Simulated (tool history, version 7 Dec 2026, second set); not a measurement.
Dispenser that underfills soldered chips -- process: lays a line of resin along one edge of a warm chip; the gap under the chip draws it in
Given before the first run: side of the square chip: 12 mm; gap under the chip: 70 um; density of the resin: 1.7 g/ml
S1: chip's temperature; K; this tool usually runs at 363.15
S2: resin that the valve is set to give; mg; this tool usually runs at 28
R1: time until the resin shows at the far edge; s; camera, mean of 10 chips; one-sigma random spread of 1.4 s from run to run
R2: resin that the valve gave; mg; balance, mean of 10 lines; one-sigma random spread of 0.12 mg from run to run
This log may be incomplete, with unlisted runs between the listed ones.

run	hour	S1	S2	R1	R2
1	0	363.15	28	164.3	25.71
2	2.5	363.15	28	185.8	25.32
3	5.4	374.15	28	162.3	25.45
4	9.3	363.15	28	264.2	25.54
5	12.1	363.15	32.5	301.4	29.5
# hour 14.7: new syringe of resin
6	15.8	370.15	32.5	116.1	29.4
7	18.1	370.15	32.5	133.1	29.38
8	22.8	370.15	32.5	166.7	29.19
9	25.1	370.15	32.5	184.3	29.04
10	28	370.15	32.5	211.6	29.21
11	31.4	363.15	28	316	25.11
# hour 33.4: new syringe of resin
12	34	363.15	28	139.6	25.04
# hour 38: dispensing valve cleaned and set on the balance
13	38.9	363.15	28	164.8	28.07
14	41.6	363.15	28	190.4	27.92
15	45.1	363.15	31.3	226.8	31.34
16	49.4	363.15	31.3	280	31.08
17	51.7	363.15	33.5	307.9	33.25
# hour 53.2: new syringe of resin
18	56.3	363.15	33.5	155	33.36
19	61	363.15	33.5	194.3	33.14
20	64.7	351.15	28	333.3	27.59
21	67.2	377.15	35.9	182.5	35.41
22	70.9	371.15	25	265.1	24.72
# hour 71.8: new syringe of resin
23	75.9	362.15	33.4	163.8	32.74
24	79.9	361.15	34.1	207.8	33.35
25	84.2	366.15	34.1	223.7	33.25
26	87.5	369.15	31.5	243.9	30.58
# hour 90.6: new syringe of resin
27	92	354.15	27.1	189.1	26.43
28	95.1	354.15	27.1	221.4	26.31
29	98	354.15	28	251.8	27.2
30	100.1	354.15	28	283.9	27.13
31	102.8	361.15	30.9	260.4	29.79
32	108	367.15	24	294.3	23.07
# hour 109.3: new syringe of resin
33	112.6	357.15	29.3	187.8	28.09
34	117.9	363.15	31.4	203	30.04
35	121.6	370.15	31.7	201.4	30.19
36	125.1	368.15	24.2	262	22.96

3 ways to go on from here, each from the tool as it stands after run 36. What would each give?
# hour 127.8: new syringe of resin
A	128.8	366.15	27.4	?	?
# hour 127.8: new syringe of resin
B	128.8	363.15	35.7	?	?
# hour 127.8: new syringe of resin
C	128.8	368.15	36	?	?

run	R1	R2
A	128.3	25.89
B	135.1	34.05
C	118.5	34.37
Stripped of hidden state, with their random variation kept, the same runs would have yielded:
run	R1	R2
A	121.7	27.29
B	128.7	35.9
C	113	36.24
